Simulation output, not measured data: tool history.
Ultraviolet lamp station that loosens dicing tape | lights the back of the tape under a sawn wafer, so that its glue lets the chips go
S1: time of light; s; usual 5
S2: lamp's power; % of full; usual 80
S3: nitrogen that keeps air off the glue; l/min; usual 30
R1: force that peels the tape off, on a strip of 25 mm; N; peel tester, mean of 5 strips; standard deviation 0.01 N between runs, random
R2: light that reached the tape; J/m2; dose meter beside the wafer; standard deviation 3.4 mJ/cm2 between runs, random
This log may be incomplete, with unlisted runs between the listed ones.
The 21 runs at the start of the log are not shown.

run	hour	S1	S2	S3	R1	R2
22	1395.8	5	90	30	0.35	6160
23	1459.5	3	90	37	0.877	3730
24	1530.1	2	90	37	1.595	2490
25	1593.5	5	80	15	0.648	5500
26	1635.7	5	80	15	0.665	5430
27	1724.1	4	89	17	0.762	4820
28	1809.9	4	89	17	0.794	4800
# hour 1850: window cleaned of glue's vapour
29	1872.4	7	89	17	0.234	8530
30	1932.8	7	89	17	0.221	8500
31	1979.3	6	89	15	0.339	7240
32	2029.5	10	80	30	0.109	10870
# hour 2079.1: lamp changed
33	2100.1	4	64	33	0.991	3420
34	2163	2	79	30	1.994	2080
35	2221.4	5	61	49	0.649	4150
36	2286.4	7	80	16	0.31	7680
37	2371.9	9	97	14	0.122	11890
38	2415.5	8	76	30	0.169	8280
39	2493.2	5	80	30	0.464	5520
# hour 2527.4: window cleaned of glue's vapour
40	2556.6	5	80	20	0.531	5440
41	2619	6	64	31	0.457	5260
42	2680.9	4	87	30	0.607	4760
43	2729	9	99	36	0.093	12250

What if the next run were any one of these 4? Each begins from the tool's condition after run 43:
A	2815.8	3	72	31	?	?
B	2815.8	5	72	14	?	?
C	2815.8	4	87	16	?	?
D	2815.8	9	77	25	?	?

run	R1	R2
A	1.295	2910
B	0.798	4930
C	0.862	4810
D	0.143	9460
Stripped of hidden state, with their random variation kept, the same runs would have yielded:
run	R1	R2
A	1.292	2920
B	0.796	4940
C	0.859	4820
D	0.142	9470

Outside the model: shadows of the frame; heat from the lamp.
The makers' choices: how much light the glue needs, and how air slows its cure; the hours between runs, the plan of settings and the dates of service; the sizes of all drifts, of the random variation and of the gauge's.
